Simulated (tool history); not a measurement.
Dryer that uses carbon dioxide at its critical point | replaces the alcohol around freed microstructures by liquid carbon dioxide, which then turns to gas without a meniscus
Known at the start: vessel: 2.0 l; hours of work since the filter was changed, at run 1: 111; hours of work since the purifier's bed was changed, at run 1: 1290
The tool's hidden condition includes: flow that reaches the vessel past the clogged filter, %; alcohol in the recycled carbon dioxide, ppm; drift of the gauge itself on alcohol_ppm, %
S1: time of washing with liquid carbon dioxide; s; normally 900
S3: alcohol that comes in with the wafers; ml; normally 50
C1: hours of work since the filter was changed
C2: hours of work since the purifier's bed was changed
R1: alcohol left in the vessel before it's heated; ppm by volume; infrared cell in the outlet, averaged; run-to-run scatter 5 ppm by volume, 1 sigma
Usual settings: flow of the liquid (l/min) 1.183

Run 1, hour 0.0: usual settings; C1 111; C2 1290. Result: R1 149 ppm by volume.
Run 2, hour 39.3: usual settings; C1 142; C2 1321. Result: R1 142 ppm by volume.
Run 3, hour 85.2: usual settings; C1 178; C2 1357. Result: R1 162 ppm by volume.
Run 4, hour 120.3: usual settings but flow of the liquid (l/min) 0.770; C1 206; C2 1385. Result: R1 652 ppm by volume.
At hour 132.4: purifier's bed changed.
Run 5, hour 171.3: usual settings but S3 56 ml; C1 244; C2 31. Result: R1 78 ppm by volume.
Run 6, hour 205.7: usual settings but S1 1080 s; C1 271; C2 58. Result: R1 36 ppm by volume.
Run 7, hour 251.5: usual settings but S1 1080 s; C1 307; C2 94. Result: R1 35 ppm by volume.
Run 8, hour 297.9: usual settings but S1 1080 s; C1 344; C2 130. Result: R1 31 ppm by volume.
Run 9, hour 342.8: usual settings but S3 28 ml; C1 379; C2 166. Result: R1 65 ppm by volume.
At hour 367.3: inlet filter changed.
Run 10, hour 383.6: usual settings but flow of the liquid (l/min) 1.060, S3 34 ml; C1 13; C2 197. Result: R1 78 ppm by volume.
Run 11, hour 405.4: usual settings but flow of the liquid (l/min) 1.060, S3 34 ml; C1 30; C2 214. Result: R1 84 ppm by volume.
Run 12, hour 450.2: usual settings but flow of the liquid (l/min) 1.060, S3 34 ml; C1 65; C2 250. Result: R1 92 ppm by volume.
Run 13, hour 474.1: usual settings but flow of the liquid (l/min) 1.060, S3 34 ml; C1 84; C2 268. Result: R1 87 ppm by volume.
Run 14, hour 526.2: usual settings but flow of the liquid (l/min) 1.360, S3 64 ml; C1 125; C2 309. Result: R1 62 ppm by volume.
Run 15, hour 553.3: usual settings but flow of the liquid (l/min) 1.360, S3 64 ml; C1 147; C2 331. Result: R1 57 ppm by volume.
Run 16, hour 588.1: usual settings but flow of the liquid (l/min) 1.360, S3 64 ml; C1 174; C2 358. Result: R1 72 ppm by volume.
Run 17, hour 626.9: usual settings but S1 600 s, S3 86 ml; C1 205; C2 389. Result: R1 782 ppm by volume.

A few steps of R1 between consecutive runs. Split each: what settings, incoming material and random variation would produce without the hidden state, and what is left over for the hidden state, along with gauge scatter present in only one of the two compared results (measured, and without hidden state):
Run 4 -> 5: flow of the liquid (l/min) 0.770 -> 1.183, S3 50 -> 56, purifier's bed changed. R1 -574 ppm by volume: hidden state -181, all else -393.
Run 16 -> 17: S1 900 -> 600, flow of the liquid (l/min) 1.360 -> 1.183, S3 64 -> 86. R1 +710 ppm by volume: hidden state +150, all else +560.
